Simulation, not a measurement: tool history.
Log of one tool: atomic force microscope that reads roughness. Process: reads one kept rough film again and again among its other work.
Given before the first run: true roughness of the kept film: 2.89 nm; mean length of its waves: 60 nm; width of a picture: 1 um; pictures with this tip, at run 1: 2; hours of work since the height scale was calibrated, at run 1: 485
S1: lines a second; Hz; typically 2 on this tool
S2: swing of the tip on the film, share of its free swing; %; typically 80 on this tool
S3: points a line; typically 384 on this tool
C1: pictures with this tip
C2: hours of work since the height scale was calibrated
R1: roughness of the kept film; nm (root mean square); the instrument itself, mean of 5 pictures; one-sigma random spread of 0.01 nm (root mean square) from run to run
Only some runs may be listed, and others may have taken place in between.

run,hour,S1,S2,S3,C1,C2,R1
1,0,2,80,384,2,485,2.353
2,20.8,2,80,384,53,502,2.355
3,55.6,2,80,384,137,529,2.369
# hour 69.8: new tip fitted
4,91.1,2,59,384,51,557,2.659
5,115.7,2,87,384,111,576,2.209
6,133.8,2,71,384,155,590,2.517
# hour 140.1: new tip fitted
7,168.8,1.76,80,384,70,618,2.419
8,187.1,1.76,80,316,114,632,2.402
9,208.4,0.86,80,384,166,649,2.616
# hour 211.2: new tip fitted
10,226.1,0.86,80,384,36,662,2.602
11,241.7,2,80,384,74,675,2.364
12,264,2,80,384,128,692,2.373
# hour 282.3: new tip fitted
13,285.3,2,80,384,7,709,2.359
14,316.9,2,80,384,84,734,2.343
15,339.6,2,80,384,139,751,2.309
# hour 355.1: new tip fitted
16,365.4,2,60,419,25,771,2.7
17,387.1,2,67,419,78,788,2.599
18,405.4,2,67,419,122,803,2.59
# hour 426.1: new tip fitted
19,441.6,1.5,80,801,37,831,2.493
20,461.1,1.5,80,927,85,846,2.476
21,478,1.5,80,927,126,860,2.462
# hour 497.3: new tip fitted
22,503.4,1.5,69,927,15,879,2.63
23,537.8,0.66,75,832,99,906,2.672

Run 24 is up next; what results do you expect?
# hour 567.8: new tip fitted
24,567.8,2.75,75,925,0,930,?

R1: 2.338 nm (root mean square)
Take away the tool's hidden state, keep the run-to-run variation as it was, and the same run would have given R1 2.337 nm (root mean square).
